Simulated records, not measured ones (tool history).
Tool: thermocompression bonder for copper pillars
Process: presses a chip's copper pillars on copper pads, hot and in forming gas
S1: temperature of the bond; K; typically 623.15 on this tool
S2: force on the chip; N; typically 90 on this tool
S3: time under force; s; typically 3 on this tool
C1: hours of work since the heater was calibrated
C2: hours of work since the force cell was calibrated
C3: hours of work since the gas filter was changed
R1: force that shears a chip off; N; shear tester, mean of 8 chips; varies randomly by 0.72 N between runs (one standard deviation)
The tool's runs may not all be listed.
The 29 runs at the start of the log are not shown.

Run 30, hour 955.3: usual settings but S1 598.15 K, S2 95 N, S3 4 s; C1 1387; C2 123; C3 37. Result: R1 44.1 N.
Run 31, hour 980.7: usual settings but S1 598.15 K, S2 95 N, S3 4 s; C1 1405; C2 142; C3 56. Result: R1 41.7 N.
Run 32, hour 1016.2: usual settings but S1 598.15 K, S2 95 N, S3 4 s; C1 1432; C2 168; C3 82. Result: R1 43.4 N.
At hour 1025.5: heater calibrated with a thermocouple chip.
Run 33, hour 1059.1: usual settings but S1 600.15 K, S2 63 N; C1 25; C2 198; C3 112. Result: R1 27.1 N.
At hour 1066.5: force cell calibrated, once more.
Run 34, hour 1091.2: usual settings but S1 600.15 K, S2 63 N; C1 47; C2 18; C3 134. Result: R1 31.2 N.
Run 35, hour 1123.3: usual settings but S1 614.15 K, S2 84 N; C1 71; C2 42; C3 158. Result: R1 43.4 N.
Run 36, hour 1161.7: usual settings but S1 647.15 K, S2 102 N, S3 2 s; C1 99; C2 70; C3 186. Result: R1 52.4 N.
At hour 1182.6: forming gas filter changed.
Run 37, hour 1185.5: usual settings but S1 647.15 K, S2 102 N, S3 2 s; C1 116; C2 87; C3 2. Result: R1 56.9 N.
Run 38, hour 1212.4: usual settings but S1 648.15 K, S2 67 N, S3 5 s; C1 136; C2 107; C3 22. Result: R1 55.6 N.

Branching from run 38: 3 alternative next runs. What would each branch give?
Run A, hour 1256.6: usual settings but S1 640.15 K, S2 75 N; C1 168; C2 139; C3 54. Result: R1 ?.
Run B, hour 1256.6: usual settings but S1 647.15 K, S2 58 N, S3 5 s; C1 168; C2 139; C3 54. Result: R1 ?.
Run C, hour 1256.6: usual settings but S1 647.15 K, S2 105 N, S3 4 s; C1 168; C2 139; C3 54. Result: R1 ?.

run    R1
  A  48.4
  B  49.4
  C  71.7
Without the tool's hidden state the same runs would have given:
run    R1
  A  50.1
  B  51.2
  C    74
